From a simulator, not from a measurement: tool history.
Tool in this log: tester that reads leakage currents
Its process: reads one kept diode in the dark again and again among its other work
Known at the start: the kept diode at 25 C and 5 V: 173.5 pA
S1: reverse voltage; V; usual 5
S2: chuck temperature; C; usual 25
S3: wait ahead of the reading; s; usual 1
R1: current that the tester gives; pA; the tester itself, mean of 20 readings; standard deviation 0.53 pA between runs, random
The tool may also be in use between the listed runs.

run,hour,S1,S2,S3,R1
1,0,5,25,1,180.09
2,148.1,6.53,25,1,204.64
3,265.5,6.53,25,1,205.18
4,349.5,6.53,51,1,1277.19
5,456.9,6.53,58,1,2011.51
6,573.1,6.53,58,1,2015.06
7,668.3,11.3,58,1,2578.51
8,785.5,11.3,58,1,2591.22
9,875.7,11.3,43,1,973.91
10,1000.1,5,38,1,478.1
11,1115.6,5,58,1,1822.14
12,1193,4.26,25,1,173.35
13,1354.1,3.54,25,1,159.78
# hour 1369.1: chuck's temperature calibrated
14,1426.6,5,25,0.48,197.03
15,1576.4,5,25,1,195.26
16,1697.5,5,49,1.37,1062.04
# hour 1772.3: chuck's temperature calibrated, once more
17,1836.1,5,49,1.37,975.19
# hour 1923.9: probe card cleaned and baked
18,1958.3,1.29,25,1,94.81
19,2101.4,15.5,30,2.04,423.59
20,2199,12.85,25,8.89,266.67
21,2268,8.7,22,1,179.32
22,2369.2,8.7,22,1,180.22
23,2454.6,9.49,30,1,345.04
24,2540.8,9.49,30,1,346.17
25,2626.4,9.49,30,1,348.14
26,2701.3,1.59,54,4.81,817.13
27,2835.3,1.59,54,4.81,822.2
# hour 2892.9: tester calibrated
28,2982.6,8.98,35,1.24,495.61
29,3120.9,1.39,25,1,102.84

Forecast each of these 5 alternatives for the next run:
A,3219.3,9.67,50,1.62,?
B,3219.3,1.35,25,2.34,?
C,3219.3,8.51,25,1,?
D,3219.3,16.31,27,1.92,?
E,3219.3,4.39,57,7.19,?

run,R1
A,1456.65
B,101.74
C,235.39
D,366.03
E,1601.69
Take away the tool's hidden state, keep each run's random variation, and the runs would have read:
run,R1
A,1400.41
B,97.03
C,223.61
D,347.26
E,1543.44

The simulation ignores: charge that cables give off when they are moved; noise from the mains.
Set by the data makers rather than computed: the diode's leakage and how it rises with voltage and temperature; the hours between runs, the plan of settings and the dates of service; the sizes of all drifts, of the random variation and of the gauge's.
